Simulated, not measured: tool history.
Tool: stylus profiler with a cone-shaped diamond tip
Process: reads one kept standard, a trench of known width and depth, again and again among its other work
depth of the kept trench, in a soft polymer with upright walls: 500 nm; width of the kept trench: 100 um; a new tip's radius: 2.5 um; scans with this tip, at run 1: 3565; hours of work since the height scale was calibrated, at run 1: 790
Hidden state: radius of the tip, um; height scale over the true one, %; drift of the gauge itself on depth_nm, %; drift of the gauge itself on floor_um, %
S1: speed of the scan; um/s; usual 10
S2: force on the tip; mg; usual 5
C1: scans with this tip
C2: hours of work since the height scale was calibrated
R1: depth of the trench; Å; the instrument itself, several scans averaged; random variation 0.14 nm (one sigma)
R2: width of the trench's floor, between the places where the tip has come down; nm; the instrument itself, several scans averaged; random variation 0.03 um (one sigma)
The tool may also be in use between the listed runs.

run	day	S1	S2	C1	C2	R1	R2
1	0	10	5	3565	790	5068.7	96730
2	2.262	10	5	3748	830	5067.8	96720
3	4.779	10	5	3953	876	5066.7	96670
4	6.396	10	5	4084	905	5064	96670
5	9.258	10	11.74	4316	956	5135	96600
6	11.042	3	11.74	4461	988	5132.6	96670
7	13.8	3	11.74	4684	1038	5130.3	96680
8	15.658	3	11.74	4835	1071	5129	96700
9	18.354	10	5	5054	1120	5062	96570
10	20.65	10	5	5240	1161	5057.5	96540
11	23.175	22	5	5445	1206	5058.5	96570
12	24.954	10	10.6	5589	1238	5116.6	96610
13	27.538	9	7.26	5799	1285	5081.9	96560
14	29.933	9	7.26	5994	1328	5079.3	96580
15	32.788	9	7.26	6225	1379	5078.7	96540
16	35.254	32	6.32	6425	1423	5067.5	96460
17	37.212	32	6.32	6584	1459	5065.9	96450
18	39.775	32	6.32	6792	1505	5065.9	96420
# day 40.221: height scale calibrated on a step standard
19	41.2	2	12.91	6906	18	5170.2	96510
20	42.438	38	12.91	7006	40	5170.5	96400
21	44.496	38	12.91	7173	77	5166.5	96470
22	46.462	4	9.48	7333	112	5132.6	96510

Forecast each of these 4 alternatives for the next run:
A	49.167	5	9.48	7552	161	?	?
B	49.167	4	5.88	7552	161	?	?
C	49.167	4	3.03	7552	161	?	?
D	49.167	4	1.94	7552	161	?	?

run	R1	R2
A	5132.5	96440
B	5096.1	96490
C	5058.3	96460
D	5042.2	96490
Without the tool's hidden state the same runs would have given:
run	R1	R2
A	5136.9	96950
B	5100.5	97000
C	5062.6	96970
D	5046.6	97000
